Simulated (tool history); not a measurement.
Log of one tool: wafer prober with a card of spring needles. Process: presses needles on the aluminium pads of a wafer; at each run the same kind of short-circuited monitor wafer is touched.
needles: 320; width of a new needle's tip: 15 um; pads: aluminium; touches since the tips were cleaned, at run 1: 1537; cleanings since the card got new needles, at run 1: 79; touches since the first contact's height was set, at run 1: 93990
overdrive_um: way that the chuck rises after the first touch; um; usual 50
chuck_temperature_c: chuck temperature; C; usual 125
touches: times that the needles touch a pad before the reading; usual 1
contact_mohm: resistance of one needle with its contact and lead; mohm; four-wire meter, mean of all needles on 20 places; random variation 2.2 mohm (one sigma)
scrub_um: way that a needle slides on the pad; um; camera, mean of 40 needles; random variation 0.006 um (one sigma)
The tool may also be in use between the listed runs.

run    hour  overdrive_um  chuck_temperature_c  touches  touches since the tips were cleaned  cleanings since the card got new needles  touches since the first contact's height was set  contact_mohm  scrub_um
  1       0            50                  125        1                                 1537                                        79                                             93990           248    11.228
       17.6  -- tips cleaned on abrasive film
       41.3  -- tips cleaned on abrasive film
  2    47.3            50                  125        1                                 2598                                        81                                            114377           244    11.226
         64  -- tips cleaned on abrasive film
       73.7  -- height of the first contact set anew
       88.3  -- tips cleaned on abrasive film
  3      92            50                  125        1                                 1586                                        83                                              7889           243     11.21
      110.3  -- tips cleaned on abrasive film
  4   128.3            50                  125        1                                 7805                                        84                                             23559           245     11.22
      133.5  -- tips cleaned on abrasive film
      154.3  -- tips cleaned on abrasive film
      177.2  -- tips cleaned on abrasive film
  5   197.4            50                   50        1                                 8728                                        87                                             53327           227    11.222
      202.6  -- tips cleaned on abrasive film
      225.5  -- tips cleaned on abrasive film
      247.4  -- tips cleaned on abrasive film
  6   264.4            50                   50        1                                 7385                                        90                                             82187           230    11.213
      269.6  -- tips cleaned on abrasive film
      293.1  -- tips cleaned on abrasive film
        317  -- tips cleaned on abrasive film
  7   323.5            50                  125        1                                 2845                                        93                                            107637           243    11.213
      337.9  -- tips cleaned on abrasive film
      361.7  -- tips cleaned on abrasive film
      366.5  -- height of the first contact set anew
      383.5  -- tips cleaned on abrasive film
  8   392.6            50                  125        3                                 3960                                        96                                             11267           248    11.217
      406.7  -- tips cleaned on abrasive film
      430.9  -- tips cleaned on abrasive film
      454.8  -- tips cleaned on abrasive film
  9   463.2            50                  125        3                                 3633                                        99                                             41664           245    11.235
      477.3  -- tips cleaned on abrasive film
      500.8  -- tips cleaned on abrasive film
 10   521.1            50                  125        3                                 8794                                       101                                             66644           243    11.222
      526.3  -- tips cleaned on abrasive film
      550.9  -- tips cleaned on abrasive film
      573.7  -- tips cleaned on abrasive film
      595.8  -- tips cleaned on abrasive film
 11   595.8            50                  125        1                                    0                                       105                                             98793           246    11.225
      618.6  -- tips cleaned on abrasive film
 12   629.4            62                  125        1                                 4682                                       106                                            113294           241    13.917
      639.7  -- tips cleaned on abrasive film
      661.6  -- tips cleaned on abrasive film
      661.9  -- height of the first contact set anew
      682.3  -- tips cleaned on abrasive film
 13   687.7            50                   40        2                                 2329                                       109                                             11135           223    11.225
      706.1  -- tips cleaned on abrasive film
      728.4  -- tips cleaned on abrasive film
 14   739.6            50                   28        2                                 4855                                       111                                             33506           223     11.22
      752.3  -- tips cleaned on abrasive film
      774.2  -- tips cleaned on abrasive film
      796.7  -- tips cleaned on abrasive film
 15   803.6            51                   49        2                                 2978                                       114                                             61050           227     11.45
      818.6  -- tips cleaned on abrasive film
 16   834.3            51                   49        2                                 6825                                       115                                             74314           225    11.452
      839.5  -- tips cleaned on abrasive film
      860.1  -- tips cleaned on abrasive film
      880.9  -- tips cleaned on abrasive film
 17   889.7            31                   60        1                                 3773                                       118                                             98125           240      6.96
        905  -- tips cleaned on abrasive film
      928.8  -- tips cleaned on abrasive film
      952.5  -- tips cleaned on abrasive film
      952.8  -- height of the first contact set anew
 18   954.3            50                   49        1                                  686                                       121                                               686           222    11.214
      974.1  -- tips cleaned on abrasive film
      995.4  -- tips cleaned on abrasive film
 19   995.4            50                   76        1                                    0                                       123                                             18367           232    11.218
     1019.1  -- tips cleaned on abrasive film
     1042.4  -- tips cleaned on abrasive film
 20  1042.6            50                   76        1                                   93                                       125                                             38703           232    11.222
     1062.9  -- tips cleaned on abrasive film
     1084.7  -- tips cleaned on abrasive film
 21  1084.7            50                   71        1                                    0                                       127                                             56812           232     11.22
     1106.8  -- tips cleaned on abrasive film
     1128.6  -- tips cleaned on abrasive film
 22  1128.6            50                   54        2                                    0                                       129                                             75748           229    11.222

Forecast each of these 3 alternatives for the next run:
     1150.7  -- tips cleaned on abrasive film
  A  1159.3            47                  125        2                                 3732                                       130                                             88994             ?         ?
     1150.7  -- tips cleaned on abrasive film
  B  1159.3            34                   64        2                                 3732                                       130                                             88994             ?         ?
     1150.7  -- tips cleaned on abrasive film
  C  1159.3            45                  124        1                                 3732                                       130                                             88994             ?         ?

run  contact_mohm  scrub_um
  A           245    10.548
  B           238     7.632
  C           245    10.104
Without the tool's hidden state the same runs would have given:
run  contact_mohm  scrub_um
  A           245    10.549
  B           238     7.633
  C           245    10.106
